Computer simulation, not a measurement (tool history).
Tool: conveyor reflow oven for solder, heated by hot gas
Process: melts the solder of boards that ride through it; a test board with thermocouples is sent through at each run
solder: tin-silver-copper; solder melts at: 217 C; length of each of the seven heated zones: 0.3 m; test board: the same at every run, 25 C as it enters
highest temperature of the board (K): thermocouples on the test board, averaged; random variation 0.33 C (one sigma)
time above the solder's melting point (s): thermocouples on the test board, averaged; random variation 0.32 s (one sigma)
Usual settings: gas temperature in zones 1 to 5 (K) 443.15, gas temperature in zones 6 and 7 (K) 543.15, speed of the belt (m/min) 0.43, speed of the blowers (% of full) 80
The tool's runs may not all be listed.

run   hour  gas temperature in zones 1 to 5 (K)  gas temperature in zones 6 and 7 (K)  speed of the belt (m/min)  speed of the blowers (% of full)  highest temperature of the board (K)  time above the solder's melting point (s)
  1      0                               443.15                                543.15                       0.43                                80                                524.25                                       59.5
  2   24.8                               443.15                                543.15                       0.43                                80                                523.95                                       59.3
  3     55                               443.15                                543.15                       0.43                                80                                523.75                                       59.1
  4     75                               443.15                                543.15                       0.43                                80                                523.05                                       59.3
  5   98.5                               443.15                                543.15                       0.43                                80                                522.75                                       59.1
  6  124.4                               443.15                                543.15                       0.43                                73                                520.85                                       56.6
  7  150.2                               443.15                                543.15                      0.418                                80                                523.95                                       61.5
  8  175.4                               443.15                                543.15                       0.43                                64                                517.65                                       51.4
  9  204.8                               443.15                                543.15                       0.43                                64                                517.15                                       51.4
 10  229.6                               443.15                                543.15                       0.43                                64                                517.75                                       51.4
 11  249.3                               443.15                                543.15                       0.43                                64                                517.05                                       50.8
 12  279.2                               443.15                                543.15                       0.43                                80                                522.15                                       57.7
 13  292.4                               443.15                                543.15                       0.43                                80                                522.35                                       57.2
 14  306.1                               443.15                                543.15                       0.43                                80                                522.35                                         57
 15  334.8                               443.15                                543.15                       0.43                                80                                522.25                                       56.7
 16  363.7                               443.15                                543.15                       0.43                                52                                510.35                                       42.1
 17  377.3                               443.15                                543.15                       0.43                                52                                510.75                                       41.6
 18  393.5                               447.15                                534.15                       0.43                                88                                517.25                                       54.9
 19  420.8                               443.15                                540.15                       0.43                                80                                524.85                                       61.4
 20  444.9                               443.15                                542.15                      0.364                                54                                522.95                                       69.2
 21  458.3                               443.15                                542.15                      0.364                                54                                521.85                                       68.1
 22  471.1                               455.15                                553.15                       0.43                                73                                535.75                                       72.1
 23  493.7                               455.15                                553.15                       0.43                                73                                536.15                                       72.2
 24  513.7                               433.15                                543.15                      0.387                                79                                528.25                                       68.4
 25    531                               433.15                                550.15                      0.387                                79                                534.95                                       72.4
 26  545.9                               433.15                                550.15                      0.387                                79                                535.05                                       71.7
 27  561.3                               450.15                                545.15                      0.362                                75                                532.75                                       83.4
 28  587.9                               450.15                                545.15                      0.406                                67                                527.35                                       68.2
 29  601.6                               450.15                                545.15                      0.406                                67                                527.25                                       68.5
 30  622.2                               451.15                                548.15                      0.483                                80                                527.85                                       58.4
 31  646.6                               443.15                                543.15                      0.484                                80                                522.65                                       50.7
 32  659.6                               443.15                                555.15                       0.43                                74                                534.55                                       67.1

Taken out of this log: 1 entry between the listed runs. Where each belongs, and how the hidden state differs across it:
Between runs 18 and 19: flux residue cleaned out of gas plates and filters (hour 403.6)
  heat that the gas passes to the board, % of a clean oven's: 81.2 -> 98.6; belt's true speed, % of the reading: 99.7 -> 99.69; true gas temperature in zones 6 and 7 over the reading, C: -0.87 -> -0.88
  measured less the result without the state, highest temperature of the board (K): -6.4 -> -1.1; time above the solder's melting point (s): -7.8 -> -0.7
